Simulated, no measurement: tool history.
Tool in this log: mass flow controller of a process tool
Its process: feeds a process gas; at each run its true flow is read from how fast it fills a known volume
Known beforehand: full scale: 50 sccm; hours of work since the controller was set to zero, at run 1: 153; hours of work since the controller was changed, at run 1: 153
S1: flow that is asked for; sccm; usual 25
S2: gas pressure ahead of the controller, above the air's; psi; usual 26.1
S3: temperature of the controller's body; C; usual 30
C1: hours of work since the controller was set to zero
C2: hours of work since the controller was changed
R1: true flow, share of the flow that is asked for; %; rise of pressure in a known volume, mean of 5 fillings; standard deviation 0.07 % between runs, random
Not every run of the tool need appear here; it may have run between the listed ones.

run,hour,S1,S2,S3,C1,C2,R1
1,0.0,25,26.1,30,153,153,97.53
2,130.6,11,26.1,30,222,222,96.47
3,228.2,25,26.1,30,273,273,97.53
4,378.8,25,26.1,30,352,352,97.46
5,504.8,25,33.8,30,419,419,97.57
6,626.5,25,26.1,30,483,483,97.36
7,723.6,25,26.1,30,534,534,97.54
8,871.2,25,26.1,30,612,612,97.50
9,1015.7,21,26.1,31,688,688,96.94
10,1157.5,23,26.1,30,763,763,97.09
11,1249.8,25,26.1,25,812,812,97.83
12,1405.3,8,21.8,24,894,894,96.19
13,1482.8,8,21.8,24,934,934,96.15
14,1579.3,8,21.8,24,985,985,96.03

Here are 3 independent what-if runs from the current tool condition. What would each one return?
A,1737.2,8,34.1,38,1069,1069,?
B,1737.2,8,31.0,25,1069,1069,?
C,1737.2,8,21.8,24,1069,1069,?

run,R1
A,94.64
B,95.97
C,95.98
Stripped of hidden state, with their random variation kept, the same runs would have yielded:
run,R1
A,96.03
B,97.36
C,97.36

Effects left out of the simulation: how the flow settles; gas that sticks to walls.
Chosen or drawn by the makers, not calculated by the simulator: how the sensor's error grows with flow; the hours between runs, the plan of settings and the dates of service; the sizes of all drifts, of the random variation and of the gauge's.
